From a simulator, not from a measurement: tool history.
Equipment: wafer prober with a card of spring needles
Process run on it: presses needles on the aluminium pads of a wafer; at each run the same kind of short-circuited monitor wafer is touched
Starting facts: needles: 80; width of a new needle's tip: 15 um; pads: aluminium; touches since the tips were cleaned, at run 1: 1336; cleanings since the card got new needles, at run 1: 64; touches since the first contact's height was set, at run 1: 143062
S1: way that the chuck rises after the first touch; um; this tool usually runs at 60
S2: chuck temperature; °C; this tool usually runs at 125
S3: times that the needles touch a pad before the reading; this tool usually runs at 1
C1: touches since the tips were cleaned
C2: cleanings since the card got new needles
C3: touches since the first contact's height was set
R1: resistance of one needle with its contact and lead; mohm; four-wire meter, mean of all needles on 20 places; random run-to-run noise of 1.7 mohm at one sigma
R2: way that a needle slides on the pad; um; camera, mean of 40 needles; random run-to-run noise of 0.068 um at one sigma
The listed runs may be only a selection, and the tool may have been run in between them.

| run | day | S1 | S2 | S3 | C1 | C2 | C3 | R1 | R2 |
|---|---|---|---|---|---|---|---|---|---|
| 1 | 0 | 60 | 125 | 1 | 1336 | 64 | 143062 | 239 | 9.19 |
|  | 0.138 | tips cleaned on abrasive film |
|  | 0.517 | tips cleaned on abrasive film |
| 2 | 0.517 | 60 | 125 | 3 | 0 | 66 | 145881 | 184 | 9.22 |
|  | 0.883 | tips cleaned on abrasive film |
| 3 | 0.888 | 60 | 125 | 1 | 10 | 67 | 147915 | 192 | 9.16 |
| 4 | 1.196 | 60 | 125 | 1 | 1724 | 67 | 149629 | 248 | 9.08 |
|  | 1.246 | tips cleaned on abrasive film |
| 5 | 1.496 | 60 | 35 | 1 | 1382 | 68 | 151275 | 228 | 9.1 |
|  | 1.642 | tips cleaned on abrasive film |
|  | 2.012 | tips cleaned on abrasive film |
| 6 | 2.058 | 60 | 35 | 1 | 236 | 70 | 154339 | 185 | 9.14 |
| 7 | 2.342 | 60 | 35 | 1 | 1818 | 70 | 155921 | 247 | 9.04 |
|  | 2.375 | tips cleaned on abrasive film |
|  | 2.746 | tips cleaned on abrasive film |
| 8 | 2.892 | 60 | 125 | 1 | 800 | 72 | 158924 | 220 | 9.18 |
|  | 3.129 | tips cleaned on abrasive film |
| 9 | 3.388 | 60 | 125 | 1 | 1428 | 73 | 161648 | 241 | 9.14 |
|  | 3.508 | tips cleaned on abrasive film |
| 10 | 3.733 | 59 | 125 | 1 | 1235 | 74 | 163542 | 242 | 8.95 |
|  | 3.883 | tips cleaned on abrasive film |
| 11 | 4.067 | 47 | 125 | 1 | 1028 | 75 | 165381 | 267 | 7.01 |
|  | 4.246 | tips cleaned on abrasive film |
| 12 | 4.479 | 47 | 125 | 1 | 1276 | 76 | 167632 | 280 | 6.92 |
|  | 4.612 | tips cleaned on abrasive film |
| 13 | 4.854 | 67 | 125 | 1 | 1348 | 77 | 169704 | 225 | 10.24 |
|  | 4.967 | tips cleaned on abrasive film |
|  | 5.217 | height of the first contact set anew |
|  | 5.362 | tips cleaned on abrasive film |
| 14 | 5.383 | 67 | 125 | 1 | 112 | 79 | 896 | 191 | 11.02 |
|  | 5.729 | tips cleaned on abrasive film |
| 15 | 5.95 | 67 | 125 | 1 | 1237 | 80 | 4035 | 219 | 11.03 |
|  | 6.1 | tips cleaned on abrasive film |
| 16 | 6.379 | 67 | 125 | 1 | 1540 | 81 | 6382 | 226 | 11.03 |
|  | 6.475 | tips cleaned on abrasive film |
|  | 6.842 | tips cleaned on abrasive film |
| 17 | 6.867 | 67 | 125 | 1 | 134 | 83 | 9038 | 187 | 10.96 |
|  | 7.208 | tips cleaned on abrasive film |
| 18 | 7.233 | 74 | 110 | 2 | 136 | 84 | 11056 | 177 | 12.09 |
| 19 | 7.546 | 44 | 86 | 1 | 1874 | 84 | 12794 | 302 | 7.2 |
|  | 7.592 | tips cleaned on abrasive film |
|  | 7.971 | tips cleaned on abrasive film |
| 20 | 8.117 | 44 | 86 | 1 | 810 | 86 | 15902 | 246 | 7.23 |
|  | 8.338 | tips cleaned on abrasive film |
| 21 | 8.479 | 59 | 84 | 1 | 798 | 87 | 17903 | 209 | 9.66 |
|  | 8.742 | tips cleaned on abrasive film |
| 22 | 8.954 | 59 | 84 | 1 | 1158 | 88 | 20502 | 233 | 9.72 |
|  | 9.108 | tips cleaned on abrasive film |
| 23 | 9.446 | 59 | 84 | 1 | 1868 | 89 | 23216 | 241 | 9.57 |
|  | 9.479 | tips cleaned on abrasive film |
|  | 9.867 | tips cleaned on abrasive film |
| 24 | 10.029 | 47 | 80 | 3 | 903 | 91 | 26406 | 201 | 7.53 |
|  | 10.221 | tips cleaned on abrasive film |
| 25 | 10.304 | 47 | 80 | 3 | 447 | 92 | 27903 | 194 | 7.61 |
|  | 10.592 | tips cleaned on abrasive film |
| 26 | 10.621 | 43 | 75 | 3 | 151 | 93 | 29638 | 190 | 6.95 |
|  | 10.954 | tips cleaned on abrasive film |
| 27 | 10.954 | 70 | 75 | 1 | 0 | 94 | 31479 | 171 | 11.32 |
|  | 11.354 | tips cleaned on abrasive film |
| 28 | 11.362 | 70 | 75 | 1 | 62 | 95 | 33723 | 177 | 11.16 |
|  | 11.733 | tips cleaned on abrasive film |
| 29 | 11.788 | 60 | 38 | 2 | 282 | 96 | 36043 | 175 | 9.62 |
|  | 12.125 | tips cleaned on abrasive film |
| 30 | 12.238 | 60 | 38 | 2 | 621 | 97 | 38531 | 190 | 9.69 |
|  | 12.492 | tips cleaned on abrasive film |
| 31 | 12.521 | 60 | 38 | 2 | 165 | 98 | 40071 | 173 | 9.58 |
| 32 | 12.821 | 60 | 100 | 1 | 1836 | 98 | 41742 | 248 | 9.64 |
|  | 12.862 | tips cleaned on abrasive film |
|  | 13.246 | tips cleaned on abrasive film |
| 33 | 13.325 | 60 | 33 | 1 | 454 | 100 | 44499 | 191 | 9.67 |

Predict each of these 3 candidate next runs independently; none follows another, all start after run 33:
|  | 13.638 | tips cleaned on abrasive film |
| A | 13.858 | 65 | 82 | 2 | 1235 | 101 | 47437 | ? | ? |
|  | 13.638 | tips cleaned on abrasive film |
| B | 13.858 | 50 | 51 | 2 | 1235 | 101 | 47437 | ? | ? |
|  | 13.638 | tips cleaned on abrasive film |
| C | 13.858 | 61 | 33 | 1 | 1235 | 101 | 47437 | ? | ? |

| run | R1 | R2 |
|---|---|---|
| A | 199 | 10.46 |
| B | 226 | 8.08 |
| C | 225 | 9.83 |
Without the tool's hidden state the same runs would have given:
| run | R1 | R2 |
|---|---|---|
| A | 166 | 10.7 |
| B | 171 | 8.31 |
| C | 160 | 10.06 |
